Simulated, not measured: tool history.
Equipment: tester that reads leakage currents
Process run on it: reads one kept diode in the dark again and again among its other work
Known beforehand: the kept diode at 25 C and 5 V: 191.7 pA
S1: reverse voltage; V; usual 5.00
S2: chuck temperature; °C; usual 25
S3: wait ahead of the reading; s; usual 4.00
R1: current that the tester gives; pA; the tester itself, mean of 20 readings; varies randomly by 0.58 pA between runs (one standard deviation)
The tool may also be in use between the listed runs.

run 1 day=0.000 | S1=5.00 S2=25 S3=4.00 | R1=192.47
run 2 day=2.579 | S1=5.00 S2=25 S3=4.00 | R1=192.40
run 3 day=5.546 | S1=18.34 S2=25 S3=4.00 | R1=332.85
run 4 day=8.412 | S1=18.34 S2=25 S3=4.00 | R1=333.58
run 5 day=11.025 | S1=18.34 S2=25 S3=4.00 | R1=333.83
run 6 day=14.729 | S1=18.34 S2=25 S3=4.00 | R1=335.28
run 7 day=17.650 | S1=18.34 S2=25 S3=4.00 | R1=335.64
run 8 day=20.142 | S1=5.00 S2=25 S3=4.00 | R1=192.53
run 9 day=22.275 | S1=5.00 S2=25 S3=4.00 | R1=192.43
run 10 day=24.521 | S1=5.00 S2=38 S3=4.00 | R1=469.97
-- day=25.367 probe card cleaned and baked
run 11 day=28.342 | S1=5.00 S2=25 S3=4.00 | R1=192.60
run 12 day=32.017 | S1=5.00 S2=25 S3=4.00 | R1=192.09
run 13 day=35.375 | S1=5.00 S2=25 S3=4.00 | R1=191.80
run 14 day=38.108 | S1=5.00 S2=22 S3=4.00 | R1=154.80
run 15 day=40.825 | S1=5.00 S2=22 S3=4.00 | R1=154.98
run 16 day=44.762 | S1=5.00 S2=22 S3=4.00 | R1=155.04
run 17 day=47.712 | S1=5.00 S2=22 S3=4.00 | R1=154.72
run 18 day=50.404 | S1=5.00 S2=22 S3=4.00 | R1=155.06
run 19 day=53.342 | S1=5.00 S2=25 S3=4.00 | R1=190.99
run 20 day=55.529 | S1=5.00 S2=25 S3=4.00 | R1=191.75
run 21 day=59.075 | S1=5.00 S2=25 S3=1.84 | R1=193.35
-- day=62.304 chuck's temperature calibrated
run 22 day=62.438 | S1=5.00 S2=28 S3=0.40 | R1=239.96
run 23 day=65.221 | S1=6.43 S2=27 S3=8.43 | R1=247.37
run 24 day=69.392 | S1=6.43 S2=27 S3=8.43 | R1=247.40
run 25 day=71.317 | S1=6.43 S2=27 S3=8.43 | R1=246.52
run 26 day=74.146 | S1=1.17 S2=25 S3=0.34 | R1=104.45
run 27 day=78.025 | S1=1.79 S2=28 S3=4.00 | R1=153.77
run 28 day=81.829 | S1=1.12 S2=25 S3=2.85 | R1=102.02
run 29 day=83.979 | S1=1.12 S2=25 S3=2.85 | R1=102.00
run 30 day=88.079 | S1=1.12 S2=25 S3=2.85 | R1=101.38
run 31 day=89.808 | S1=13.02 S2=40 S3=0.62 | R1=808.54
run 32 day=92.717 | S1=13.02 S2=40 S3=0.62 | R1=809.69
run 33 day=95.171 | S1=13.02 S2=40 S3=0.62 | R1=806.84
run 34 day=98.704 | S1=19.79 S2=40 S3=1.32 | R1=966.76
run 35 day=102.246 | S1=5.00 S2=22 S3=5.56 | R1=155.13
run 36 day=105.704 | S1=10.46 S2=24 S3=2.05 | R1=245.85
run 37 day=109.146 | S1=5.00 S2=25 S3=0.52 | R1=193.30
run 38 day=111.067 | S1=5.00 S2=25 S3=0.52 | R1=192.58
run 39 day=112.888 | S1=5.41 S2=23 S3=0.52 | R1=173.11

Alternative continuations, all from the tool just after run 39; predict every row:
run A day=116.979 | S1=5.41 S2=23 S3=9.84 | R1=?
run B day=116.979 | S1=11.38 S2=23 S3=1.29 | R1=?
run C day=116.979 | S1=6.51 S2=26 S3=1.51 | R1=?

run=A R1=171.41
run=B R1=237.44
run=C R1=232.11
With no hidden state in the tool, these same runs would have given:
run=A R1=171.32
run=B R1=237.29
run=C R1=231.99
